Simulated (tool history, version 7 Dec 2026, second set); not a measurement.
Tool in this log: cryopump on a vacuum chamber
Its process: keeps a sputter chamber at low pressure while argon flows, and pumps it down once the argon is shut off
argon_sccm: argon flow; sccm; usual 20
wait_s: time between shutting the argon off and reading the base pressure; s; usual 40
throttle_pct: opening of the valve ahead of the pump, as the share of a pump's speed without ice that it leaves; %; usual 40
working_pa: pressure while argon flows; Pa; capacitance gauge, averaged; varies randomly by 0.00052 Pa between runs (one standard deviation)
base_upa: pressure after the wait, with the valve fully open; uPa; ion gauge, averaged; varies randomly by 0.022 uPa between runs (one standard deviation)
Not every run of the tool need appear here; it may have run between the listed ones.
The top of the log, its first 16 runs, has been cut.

run,hour,argon_sccm,wait_s,throttle_pct,hours of work since the pump was warmed up and emptied,hours of work since the cold head was overhauled,hours of work since the chamber's fittings were tightened,working_pa,base_upa
# hour 691.7: pump warmed up, emptied and cooled again
17,691.7,20,40,40,0,1057,2754,0.0350,1.08
18,728.1,22,115,40,18,1075,2772,0.0380,0.80
19,778.4,20,44,40,43,1100,2797,0.0349,1.04
20,807.1,20,44,40,58,1114,2812,0.0350,1.09
21,859.1,20,44,40,84,1140,2838,0.0346,1.09
22,892.3,20,44,40,100,1157,2854,0.0356,1.10
23,924.3,20,44,21,116,1173,2870,0.0666,1.13
24,951.3,20,44,21,129,1186,2884,0.0667,1.17
25,1006.3,28,44,45,157,1213,2911,0.0445,1.15
26,1051.5,28,44,45,179,1236,2934,0.0451,1.22
27,1083.6,28,44,45,195,1252,2950,0.0462,1.14
28,1114.4,10,44,16,211,1267,2965,0.0439,1.19
29,1179.6,10,48,51,243,1300,2997,0.0159,1.17
30,1229.9,10,35,40,268,1325,3023,0.0179,1.34
31,1283.2,10,35,40,295,1351,3049,0.0177,1.33
32,1323.7,10,35,40,315,1372,3069,0.0183,1.42
33,1359.8,38,73,40,333,1390,3087,0.0708,1.13
# hour 1380.4: pump warmed up, emptied and cooled again
# hour 1396.1: leaking fittings of the chamber tightened, without venting
34,1397.7,38,73,40,8,1405,1,0.0658,0.35

Forecast each of these 4 alternatives for the next run:
A,1451.3,11,139,40,34,1432,28,?,?
B,1451.3,21,40,18,34,1432,28,?,?
C,1451.3,13,40,40,34,1432,28,?,?
D,1451.3,11,73,54,34,1432,28,?,?

run,working_pa,base_upa
A,0.0194,0.31
B,0.0810,0.64
C,0.0223,0.66
D,0.0144,0.37
Stripped of hidden state, with their random variation kept, the same runs would have yielded:
run,working_pa,base_upa
A,0.0191,0.30
B,0.0805,0.62
C,0.0220,0.65
D,0.0142,0.35

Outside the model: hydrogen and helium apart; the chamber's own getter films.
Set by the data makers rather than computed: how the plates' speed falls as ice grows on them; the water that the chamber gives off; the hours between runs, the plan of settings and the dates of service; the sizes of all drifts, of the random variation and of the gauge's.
